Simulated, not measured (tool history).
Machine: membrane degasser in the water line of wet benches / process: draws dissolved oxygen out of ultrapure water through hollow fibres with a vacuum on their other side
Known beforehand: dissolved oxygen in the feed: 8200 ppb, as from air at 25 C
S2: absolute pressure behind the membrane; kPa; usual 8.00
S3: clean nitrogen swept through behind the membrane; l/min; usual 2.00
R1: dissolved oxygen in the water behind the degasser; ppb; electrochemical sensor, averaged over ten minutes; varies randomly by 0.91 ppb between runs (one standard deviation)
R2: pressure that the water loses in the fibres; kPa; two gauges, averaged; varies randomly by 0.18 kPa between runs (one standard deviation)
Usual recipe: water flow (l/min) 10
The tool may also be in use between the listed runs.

{"run": 1, "day": 0.0, "water flow (l/min)": 10, "S2": 8.0, "S3": 2.0, "R1": 87.2, "R2": 34.69}
{"run": 2, "day": 7.067, "water flow (l/min)": 10, "S2": 5.63, "S3": 2.0, "R1": 57.0, "R2": 34.77}
{"run": 3, "day": 11.029, "water flow (l/min)": 10, "S2": 8.0, "S3": 1.37, "R1": 112.6, "R2": 34.48}
{"run": 4, "day": 17.592, "water flow (l/min)": 11, "S2": 8.0, "S3": 2.0, "R1": 98.4, "R2": 38.12}
{"run": 5, "day": 20.983, "water flow (l/min)": 11, "S2": 8.0, "S3": 2.0, "R1": 97.6, "R2": 38.38}
{"run": 6, "day": 25.708, "water flow (l/min)": 11, "S2": 8.0, "S3": 2.0, "R1": 97.1, "R2": 38.38}
{"run": 7, "day": 30.575, "water flow (l/min)": 10, "S2": 8.0, "S3": 4.0, "R1": 58.5, "R2": 34.93}
{"run": 8, "day": 34.608, "water flow (l/min)": 10, "S2": 8.0, "S3": 4.0, "R1": 57.8, "R2": 34.89}
{"run": 9, "day": 38.2, "water flow (l/min)": 14, "S2": 6.85, "S3": 2.24, "R1": 107.5, "R2": 49.05}
{"run": 10, "day": 41.688, "water flow (l/min)": 8, "S2": 14.09, "S3": 1.07, "R1": 211.3, "R2": 27.73}
{"run": 11, "day": 44.925, "water flow (l/min)": 10, "S2": 8.0, "S3": 1.59, "R1": 100.0, "R2": 35.19}
{"run": 12, "day": 48.212, "water flow (l/min)": 12, "S2": 8.0, "S3": 1.02, "R1": 169.2, "R2": 41.97}
{"run": 13, "day": 51.821, "water flow (l/min)": 12, "S2": 5.68, "S3": 1.02, "R1": 107.8, "R2": 42.34}
{"run": 14, "day": 56.142, "water flow (l/min)": 12, "S2": 5.68, "S3": 1.02, "R1": 107.8, "R2": 41.87}
{"run": 15, "day": 61.55, "water flow (l/min)": 10, "S2": 5.68, "S3": 5.0, "R1": 41.1, "R2": 35.21}
{"day": 62.754, "done": "vacuum gauge calibrated"}
{"day": 67.254, "done": "seals of the vacuum lines changed"}
{"run": 16, "day": 68.521, "water flow (l/min)": 10, "S2": 5.68, "S3": 5.0, "R1": 40.0, "R2": 35.09}

Each row is a separate what-if for the run after 16, all from the same tool condition, not one after another. Results?
{"run": "A", "day": 72.296, "water flow (l/min)": 10, "S2": 8.04, "S3": 0.98, "R1": "?", "R2": "?"}
{"run": "B", "day": 72.296, "water flow (l/min)": 9, "S2": 10.96, "S3": 2.0, "R1": "?", "R2": "?"}
{"run": "C", "day": 72.296, "water flow (l/min)": 7, "S2": 12.48, "S3": 3.89, "R1": "?", "R2": "?"}

run=A R1=142.3 R2=35.39
run=B R1=108.4 R2=31.71
run=C R1=55.9 R2=24.81
With the hidden condition removed and each run's random variation left untouched, the same runs would have given:
run=A R1=142.2 R2=35.00
run=B R1=108.3 R2=31.36
run=C R1=55.9 R2=24.54

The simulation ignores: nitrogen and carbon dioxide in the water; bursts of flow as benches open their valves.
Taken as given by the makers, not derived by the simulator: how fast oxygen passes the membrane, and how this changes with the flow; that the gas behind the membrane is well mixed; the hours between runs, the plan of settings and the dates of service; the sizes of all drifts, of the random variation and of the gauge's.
